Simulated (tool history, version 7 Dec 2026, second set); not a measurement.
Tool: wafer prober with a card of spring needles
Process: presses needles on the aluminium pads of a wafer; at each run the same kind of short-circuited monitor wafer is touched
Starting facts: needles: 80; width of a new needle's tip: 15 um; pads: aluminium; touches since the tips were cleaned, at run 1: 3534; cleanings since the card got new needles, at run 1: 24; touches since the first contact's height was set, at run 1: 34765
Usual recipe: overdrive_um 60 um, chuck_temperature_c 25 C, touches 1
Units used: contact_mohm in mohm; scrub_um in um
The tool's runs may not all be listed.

run   hour  overdrive_um  chuck_temperature_c  touches  touches since the tips were cleaned  cleanings since the card got new needles  touches since the first contact's height was set  contact_mohm  scrub_um
  1      0            60                   25        1                                 3534                                        24                                             34765           293     11.96
       2.7  -- tips cleaned on abrasive film
  2   11.8            57                   25        1                                 2523                                        25                                             38023           287     11.35
      18.1  -- tips cleaned on abrasive film
  3   27.9            60                   33        1                                 2727                                        26                                             42471           278      11.9
        33  -- tips cleaned on abrasive film
  4   39.2            60                   33        1                                 1713                                        27                                             45602           268     11.87
      48.3  -- tips cleaned on abrasive film
  5   54.9            60                   25        2                                 1828                                        28                                             49947           235     11.95
      63.5  -- tips cleaned on abrasive film
  6   68.3            60                   25        2                                 1328                                        29                                             53653           225     11.85
      78.9  -- tips cleaned on abrasive film
  7   80.6            67                   25        1                                  485                                        30                                             57071           217     13.22
  8   88.9            67                   25        1                                 2799                                        30                                             59385           264     13.12
        94  -- tips cleaned on abrasive film
  9   99.2            60                   25        1                                 1469                                        31                                             62228           252     11.85
     109.2  -- tips cleaned on abrasive film
 10  115.6            60                   25        1                                 1804                                        32                                             66769           260     11.88
 11  123.4            40                   25        1                                 3968                                        32                                             68933           429      7.73
     124.8  -- tips cleaned on abrasive film
 12  136.1            44                   25        1                                 3149                                        33                                             72458           392      8.52
     140.4  -- tips cleaned on abrasive film
     147.9  -- height of the first contact set anew
 13  148.4            60                   25        1                                 2158                                        34                                               140           273     12.12
       156  -- tips cleaned on abrasive film
 14  157.5            60                   25        1                                  419                                        35                                              2637           212     12.03
 15  166.2            60                   25        1                                 2857                                        35                                              5075           284     12.02
     171.2  -- tips cleaned on abrasive film
 16  173.2            60                   25        1                                  562                                        36                                              7000           220     12.13
 17    183            60                   25        1                                 3280                                        36                                              9718           291     11.92
       186  -- tips cleaned on abrasive film
 18    191            60                   25        1                                 1378                                        37                                             11924           253     12.06
     201.7  -- tips cleaned on abrasive film
 19  204.1            60                   25        2                                  671                                        38                                             15544           209     12.01
     216.7  -- tips cleaned on abrasive film
 20  218.7            60                   25        2                                  544                                        39                                             19587           207     11.96
 21  226.4            41                   31        2                                 2694                                        39                                             21737           314      8.22
     232.1  -- tips cleaned on abrasive film
 22  239.2            53                   62        2                                 1987                                        40                                             25274           261     10.53
     247.5  -- tips cleaned on abrasive film
 23  253.6            70                   52        1                                 1680                                        41                                             29254           243     13.97
       263  -- tips cleaned on abrasive film
 24  268.6            70                   52        1                                 1573                                        42                                             33430           246     13.94
       278  -- tips cleaned on abrasive film
 25    278            43                   25        2                                    0                                        43                                             35999           201      8.53
     292.6  -- tips cleaned on abrasive film
 26  293.3            60                   64        1                                  187                                        44                                             40238           213     11.92
     307.4  -- tips cleaned on abrasive film
 27  307.4            60                   94        2                                    0                                        45                                             44148           202     11.87
 28  320.1            60                   94        2                                 3540                                        45                                             47688           258     11.88
     322.4  -- tips cleaned on abrasive film
 29  333.2            53                  124        2                                 3000                                        46                                             51304           279     10.42
     338.3  -- tips cleaned on abrasive film
 30  340.4            48                   38        1                                  580                                        47                                             53286           246      9.49
 31  347.8            48                  123        3                                 2632                                        47                                             55338           260       9.5
     353.8  -- tips cleaned on abrasive film
 32  356.5            48                  123        3                                  754                                        48                                             57748           240      9.47

Describe how what the log doesn't record of the tool's condition differs between the last listed run preceding each entry between runs and the first listed run following it.
Logged between run 1 and run 2: tips cleaned on abrasive film (hour 2.7)
  debris on the tips, nm: 153.9 -> 133.4; way that the needles fall short of the set height, um: 0.75 -> 0.86; tips' diameter, um: 15.72 -> 15.76
  the result without the hidden state subtracted from the measured one, contact_mohm: +109 -> +104 mohm; scrub_um: -0.15 -> -0.17 um
Logged between run 2 and run 3: tips cleaned on abrasive film (hour 18.1)
  debris on the tips, nm: 133.4 -> 132.7; way that the needles fall short of the set height, um: 0.86 -> 0.96; tips' diameter, um: 15.76 -> 15.8
  the result without the hidden state subtracted from the measured one, contact_mohm: +104 -> +94 mohm; scrub_um: -0.17 -> -0.19 um
Logged between run 3 and run 4: tips cleaned on abrasive film (hour 33)
  debris on the tips, nm: 132.7 -> 109.4; way that the needles fall short of the set height, um: 0.96 -> 1.05; tips' diameter, um: 15.8 -> 15.83
  the result without the hidden state subtracted from the measured one, contact_mohm: +94 -> +79 mohm; scrub_um: -0.19 -> -0.22 um
Logged between run 4 and run 5: tips cleaned on abrasive film (hour 48.3)
  debris on the tips, nm: 109.4 -> 117; way that the needles fall short of the set height, um: 1.05 -> 1.14; tips' diameter, um: 15.83 -> 15.86
  the result without the hidden state subtracted from the measured one, contact_mohm: +79 -> +51 mohm; scrub_um: -0.22 -> -0.23 um
Logged between run 5 and run 6: tips cleaned on abrasive film (hour 63.5)
  debris on the tips, nm: 117 -> 93.2; way that the needles fall short of the set height, um: 1.14 -> 1.24; tips' diameter, um: 15.86 -> 15.9
  the result without the hidden state subtracted from the measured one, contact_mohm: +51 -> +42 mohm; scrub_um: -0.23 -> -0.25 um
Logged between run 6 and run 7: tips cleaned on abrasive film (hour 78.9)
  debris on the tips, nm: 93.2 -> 55.4; way that the needles fall short of the set height, um: 1.24 -> 1.34; tips' diameter, um: 15.9 -> 15.93
  the result without the hidden state subtracted from the measured one, contact_mohm: +42 -> +34 mohm; scrub_um: -0.25 -> -0.27 um
Logged between run 8 and run 9: tips cleaned on abrasive film (hour 94)
  debris on the tips, nm: 141.6 -> 94.9; way that the needles fall short of the set height, um: 1.34 -> 1.45; tips' diameter, um: 15.93 -> 15.97
  the result without the hidden state subtracted from the measured one, contact_mohm: +85 -> +70 mohm; scrub_um: -0.27 -> -0.29 um
Logged between run 9 and run 10: tips cleaned on abrasive film (hour 109.2)
  debris on the tips, nm: 94.9 -> 112.1; way that the needles fall short of the set height, um: 1.45 -> 1.52; tips' diameter, um: 15.97 -> 15.99
  the result without the hidden state subtracted from the measured one, contact_mohm: +70 -> +82 mohm; scrub_um: -0.29 -> -0.31 um
Logged between run 11 and run 12: tips cleaned on abrasive film (hour 124.8)
  debris on the tips, nm: 153.3 -> 147.4; way that the needles fall short of the set height, um: 1.52 -> 1.62; tips' diameter, um: 15.99 -> 16.03
  the result without the hidden state subtracted from the measured one, contact_mohm: +238 -> +199 mohm; scrub_um: -0.31 -> -0.33 um
Logged between run 12 and run 13: tips cleaned on abrasive film (hour 140.4); height of the first contact set anew (hour 147.9)
  debris on the tips, nm: 147.4 -> 122.2; way that the needles fall short of the set height, um: 1.62 -> 0; tips' diameter, um: 16.03 -> 16.06
  the result without the hidden state subtracted from the measured one, contact_mohm: +199 -> +88 mohm; scrub_um: -0.33 -> +0 um
Logged between run 13 and run 14: tips cleaned on abrasive film (hour 156)
  debris on the tips, nm: 122.2 -> 43; way that the needles fall short of the set height, um: 0 -> 0.09; tips' diameter, um: 16.06 -> 16.09
  the result without the hidden state subtracted from the measured one, contact_mohm: +88 -> +31 mohm; scrub_um: +0 -> -0.02 um
Logged between run 15 and run 16: tips cleaned on abrasive film (hour 171.2)
  debris on the tips, nm: 137.9 -> 51.8; way that the needles fall short of the set height, um: 0.09 -> 0.17; tips' diameter, um: 16.09 -> 16.12
  the result without the hidden state subtracted from the measured one, contact_mohm: +99 -> +38 mohm; scrub_um: -0.02 -> -0.03 um
Logged between run 17 and run 18: tips cleaned on abrasive film (hour 186)
  debris on the tips, nm: 146.7 -> 97; way that the needles fall short of the set height, um: 0.17 -> 0.26; tips' diameter, um: 16.12 -> 16.15
  the result without the hidden state subtracted from the measured one, contact_mohm: +106 -> +70 mohm; scrub_um: -0.04 -> -0.05 um
Logged between run 18 and run 19: tips cleaned on abrasive film (hour 201.7)
  debris on the tips, nm: 97 -> 62.4; way that the needles fall short of the set height, um: 0.26 -> 0.36; tips' diameter, um: 16.15 -> 16.19
  the result without the hidden state subtracted from the measured one, contact_mohm: +70 -> +28 mohm; scrub_um: -0.05 -> -0.07 um
Logged between run 19 and run 20: tips cleaned on abrasive film (hour 216.7)
  debris on the tips, nm: 62.4 -> 59.5; way that the needles fall short of the set height, um: 0.36 -> 0.46; tips' diameter, um: 16.19 -> 16.22
  the result without the hidden state subtracted from the measured one, contact_mohm: +28 -> +27 mohm; scrub_um: -0.07 -> -0.09 um
Logged between run 21 and run 22: tips cleaned on abrasive film (hour 232.1)
  debris on the tips, nm: 137.9 -> 116.1; way that the needles fall short of the set height, um: 0.46 -> 0.55; tips' diameter, um: 16.22 -> 16.26
  the result without the hidden state subtracted from the measured one, contact_mohm: +120 -> +63 mohm; scrub_um: -0.09 -> -0.11 um
Logged between run 22 and run 23: tips cleaned on abrasive film (hour 247.5)
  debris on the tips, nm: 116.1 -> 102; way that the needles fall short of the set height, um: 0.55 -> 0.61; tips' diameter, um: 16.26 -> 16.28
  the result without the hidden state subtracted from the measured one, contact_mohm: +63 -> +56 mohm; scrub_um: -0.11 -> -0.13 um
Logged between run 23 and run 24: tips cleaned on abrasive film (hour 263)
  debris on the tips, nm: 102 -> 103.9; way that the needles fall short of the set height, um: 0.61 -> 0.72; tips' diameter, um: 16.28 -> 16.31
  the result without the hidden state subtracted from the measured one, contact_mohm: +56 -> +57 mohm; scrub_um: -0.13 -> -0.15 um
Logged between run 24 and run 25: tips cleaned on abrasive film (hour 278)
  debris on the tips, nm: 103.9 -> 12.6; way that the needles fall short of the set height, um: 0.72 -> 0.81; tips' diameter, um: 16.31 -> 16.35
  the result without the hidden state subtracted from the measured one, contact_mohm: +57 -> +12 mohm; scrub_um: -0.15 -> -0.17 um
Logged between run 25 and run 26: tips cleaned on abrasive film (hour 292.6)
  debris on the tips, nm: 12.6 -> 24.3; way that the needles fall short of the set height, um: 0.81 -> 0.91; tips' diameter, um: 16.35 -> 16.38
  the result without the hidden state subtracted from the measured one, contact_mohm: +12 -> +19 mohm; scrub_um: -0.17 -> -0.18 um
Logged between run 26 and run 27: tips cleaned on abrasive film (hour 307.4)
  debris on the tips, nm: 24.3 -> 10; way that the needles fall short of the set height, um: 0.91 -> 0.98; tips' diameter, um: 16.38 -> 16.4
  the result without the hidden state subtracted from the measured one, contact_mohm: +19 -> +6 mohm; scrub_um: -0.18 -> -0.2 um
Logged between run 28 and run 29: tips cleaned on abrasive film (hour 322.4)
  debris on the tips, nm: 147.9 -> 139.9; way that the needles fall short of the set height, um: 0.98 -> 1.06; tips' diameter, um: 16.4 -> 16.43
  the result without the hidden state subtracted from the measured one, contact_mohm: +61 -> +70 mohm; scrub_um: -0.2 -> -0.22 um
Logged between run 29 and run 30: tips cleaned on abrasive film (hour 338.3)
  debris on the tips, nm: 139.9 -> 47.3; way that the needles fall short of the set height, um: 1.06 -> 1.13; tips' diameter, um: 16.43 -> 16.46
  the result without the hidden state subtracted from the measured one, contact_mohm: +70 -> +55 mohm; scrub_um: -0.22 -> -0.23 um
Logged between run 31 and run 32: tips cleaned on abrasive film (hour 353.8)
  debris on the tips, nm: 133 -> 70.4; way that the needles fall short of the set height, um: 1.13 -> 1.23; tips' diameter, um: 16.46 -> 16.49
  the result without the hidden state subtracted from the measured one, contact_mohm: +49 -> +28 mohm; scrub_um: -0.23 -> -0.25 um

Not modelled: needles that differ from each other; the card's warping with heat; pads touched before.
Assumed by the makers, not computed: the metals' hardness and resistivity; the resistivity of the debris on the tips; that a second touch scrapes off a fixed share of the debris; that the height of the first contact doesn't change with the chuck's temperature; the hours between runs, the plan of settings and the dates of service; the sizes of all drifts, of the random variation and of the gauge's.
